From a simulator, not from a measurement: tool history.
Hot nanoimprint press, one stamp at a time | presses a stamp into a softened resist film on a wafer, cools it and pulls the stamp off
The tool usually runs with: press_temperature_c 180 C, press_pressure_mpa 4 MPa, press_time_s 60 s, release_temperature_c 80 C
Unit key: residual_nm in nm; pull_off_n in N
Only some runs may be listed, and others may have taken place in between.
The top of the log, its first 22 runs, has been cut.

run,hour,press_temperature_c,press_pressure_mpa,press_time_s,release_temperature_c,residual_nm,pull_off_n
23,809.4,189,3.59,41,80,179.5,204
24,856.2,189,3.59,41,80,180,200
25,885.7,180,4,60,72,202,247
26,910.6,180,2.83,60,80,232.2,206
# hour 942.3: plate thermocouple calibrated
27,942.4,180,2.83,60,80,234.9,213
28,985.8,182,3.39,60,80,206.8,213
29,1022,184,3.35,68,80,187.9,213
# hour 1038.6: stamp cleaned and given a new release coat
30,1053.1,180,4,35,77,238.9,174
31,1093.7,187,4,35,77,193.8,177

Predict each of these 3 candidate next runs independently; none follows another, all start after run 31:
A,1142,169,3.38,35,74,?,?
B,1142,169,4,60,80,?,?
C,1142,173,4,31,80,?,?

run,residual_nm,pull_off_n
A,311.3,192
B,280,167
C,288.2,168
With no hidden state in the tool, these same runs would have given:
run,residual_nm,pull_off_n
A,310.4,185
B,278.4,160
C,286.7,161
